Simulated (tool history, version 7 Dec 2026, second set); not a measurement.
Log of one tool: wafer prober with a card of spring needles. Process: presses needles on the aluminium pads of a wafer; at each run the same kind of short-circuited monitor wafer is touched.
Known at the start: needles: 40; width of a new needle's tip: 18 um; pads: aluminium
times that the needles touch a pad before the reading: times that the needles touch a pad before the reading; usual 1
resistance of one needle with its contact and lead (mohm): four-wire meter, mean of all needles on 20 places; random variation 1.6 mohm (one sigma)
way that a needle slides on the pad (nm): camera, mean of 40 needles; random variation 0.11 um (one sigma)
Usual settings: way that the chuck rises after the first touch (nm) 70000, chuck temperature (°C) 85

run	hour	way that the chuck rises after the first touch (nm)	chuck temperature (°C)	times that the needles touch a pad before the reading	resistance of one needle with its contact and lead (mohm)	way that a needle slides on the pad (nm)
1	0.0	70000	85	1	158	18850
# hour 4.5: tips cleaned on abrasive film
# hour 9.1: tips cleaned on abrasive film
# hour 13.7: tips cleaned on abrasive film
2	13.7	70000	85	1	158	18600
# hour 19.2: tips cleaned on abrasive film
# hour 24.8: tips cleaned on abrasive film
# hour 29.4: tips cleaned on abrasive film
3	32.7	70000	85	1	167	18490
# hour 34.0: tips cleaned on abrasive film
# hour 39.6: tips cleaned on abrasive film
# hour 45.2: tips cleaned on abrasive film
# hour 49.8: tips cleaned on abrasive film
4	53.5	70000	85	1	168	18280
# hour 54.6: tips cleaned on abrasive film
# hour 60.2: tips cleaned on abrasive film
# hour 65.8: tips cleaned on abrasive film
# hour 71.4: tips cleaned on abrasive film
5	74.8	70000	85	1	167	18210
# hour 76.0: tips cleaned on abrasive film
# hour 81.5: tips cleaned on abrasive film
# hour 87.2: tips cleaned on abrasive film
# hour 91.7: tips cleaned on abrasive film
6	93.8	70000	85	1	164	18140
# hour 97.3: tips cleaned on abrasive film
# hour 102.8: tips cleaned on abrasive film
# hour 108.4: tips cleaned on abrasive film
7	110.4	70000	85	1	167	18140
# hour 113.8: tips cleaned on abrasive film
# hour 119.4: tips cleaned on abrasive film
8	121.1	70000	85	1	163	17770
# hour 124.6: tips cleaned on abrasive film
# hour 129.1: tips cleaned on abrasive film
# hour 134.7: tips cleaned on abrasive film
# hour 140.4: tips cleaned on abrasive film
# hour 144.9: tips cleaned on abrasive film
9	145.0	70000	85	1	158	17890
# hour 150.5: tips cleaned on abrasive film
# hour 156.1: tips cleaned on abrasive film
# hour 161.7: tips cleaned on abrasive film
10	163.9	70000	85	1	169	17690
# hour 167.2: tips cleaned on abrasive film
# hour 171.7: tips cleaned on abrasive film
# hour 176.3: tips cleaned on abrasive film
11	177.4	70000	85	1	163	17860
# hour 180.9: tips cleaned on abrasive film
# hour 186.5: tips cleaned on abrasive film
# hour 186.8: height of the first contact set anew
# hour 191.3: tips cleaned on abrasive film
# hour 196.7: tips cleaned on abrasive film
# hour 201.2: tips cleaned on abrasive film
12	202.3	70000	116	1	163	18840
# hour 206.8: tips cleaned on abrasive film
# hour 212.5: tips cleaned on abrasive film
# hour 218.1: tips cleaned on abrasive film
13	222.0	70000	85	1	169	18950
# hour 223.2: tips cleaned on abrasive film
# hour 227.7: tips cleaned on abrasive film
# hour 232.3: tips cleaned on abrasive film
14	233.2	76000	26	1	147	20470
# hour 237.8: tips cleaned on abrasive film
# hour 243.3: tips cleaned on abrasive film
# hour 249.0: tips cleaned on abrasive film
# hour 253.5: tips cleaned on abrasive film
15	254.7	54000	39	1	165	14140
# hour 258.2: tips cleaned on abrasive film
# hour 262.7: tips cleaned on abrasive film
# hour 267.2: tips cleaned on abrasive film
16	270.4	54000	39	1	175	14040
# hour 272.7: tips cleaned on abrasive film
# hour 278.2: tips cleaned on abrasive film
# hour 282.7: tips cleaned on abrasive film
# hour 287.3: tips cleaned on abrasive film
# hour 291.9: tips cleaned on abrasive film
17	291.9	54000	39	1	157	13930
# hour 297.5: tips cleaned on abrasive film
# hour 302.9: tips cleaned on abrasive film
# hour 308.6: tips cleaned on abrasive film
18	309.9	69000	81	3	162	18050
# hour 313.3: tips cleaned on abrasive film
# hour 317.8: tips cleaned on abrasive film
# hour 323.4: tips cleaned on abrasive film
# hour 327.9: tips cleaned on abrasive film
19	328.9	69000	81	3	160	17770
# hour 333.5: tips cleaned on abrasive film
# hour 338.0: tips cleaned on abrasive film
# hour 343.6: tips cleaned on abrasive film
# hour 348.3: tips cleaned on abrasive film
20	348.3	80000	86	2	157	20510
# hour 353.9: tips cleaned on abrasive film
# hour 359.6: tips cleaned on abrasive film
# hour 365.2: tips cleaned on abrasive film
21	367.1	70000	49	2	158	18090
# hour 370.5: tips cleaned on abrasive film
# hour 375.0: tips cleaned on abrasive film
# hour 379.6: tips cleaned on abrasive film
22	380.3	70000	49	2	156	17740
# hour 384.8: tips cleaned on abrasive film
# hour 390.4: tips cleaned on abrasive film
# hour 396.1: tips cleaned on abrasive film
23	398.4	70000	46	2	159	17700
# hour 400.7: tips cleaned on abrasive film
# hour 405.3: tips cleaned on abrasive film
24	409.1	69000	81	1	173	17300
# hour 410.3: tips cleaned on abrasive film
# hour 414.8: tips cleaned on abrasive film
# hour 419.4: tips cleaned on abrasive film
# hour 423.0: height of the first contact set anew
# hour 425.3: tips cleaned on abrasive film
25	427.5	68000	81	2	163	18520
# hour 429.9: tips cleaned on abrasive film
# hour 435.5: tips cleaned on abrasive film
# hour 440.0: tips cleaned on abrasive film
# hour 445.7: tips cleaned on abrasive film
26	448.1	68000	81	2	164	18090

Forecast each of these 3 alternatives for the next run:
# hour 450.4: tips cleaned on abrasive film
# hour 456.0: tips cleaned on abrasive film
# hour 461.6: tips cleaned on abrasive film
# hour 467.2: tips cleaned on abrasive film
A	469.9	70000	85	2	?	?
# hour 450.4: tips cleaned on abrasive film
# hour 456.0: tips cleaned on abrasive film
# hour 461.6: tips cleaned on abrasive film
# hour 467.2: tips cleaned on abrasive film
B	469.9	52000	82	1	?	?
# hour 450.4: tips cleaned on abrasive film
# hour 456.0: tips cleaned on abrasive film
# hour 461.6: tips cleaned on abrasive film
# hour 467.2: tips cleaned on abrasive film
C	469.9	69000	70	2	?	?

run	resistance of one needle with its contact and lead (mohm)	way that a needle slides on the pad (nm)
A	166	18770
B	188	13760
C	163	18320
Without the tool's hidden state the same runs would have given:
run	resistance of one needle with its contact and lead (mohm)	way that a needle slides on the pad (nm)
A	155	19040
B	161	14020
C	151	18580

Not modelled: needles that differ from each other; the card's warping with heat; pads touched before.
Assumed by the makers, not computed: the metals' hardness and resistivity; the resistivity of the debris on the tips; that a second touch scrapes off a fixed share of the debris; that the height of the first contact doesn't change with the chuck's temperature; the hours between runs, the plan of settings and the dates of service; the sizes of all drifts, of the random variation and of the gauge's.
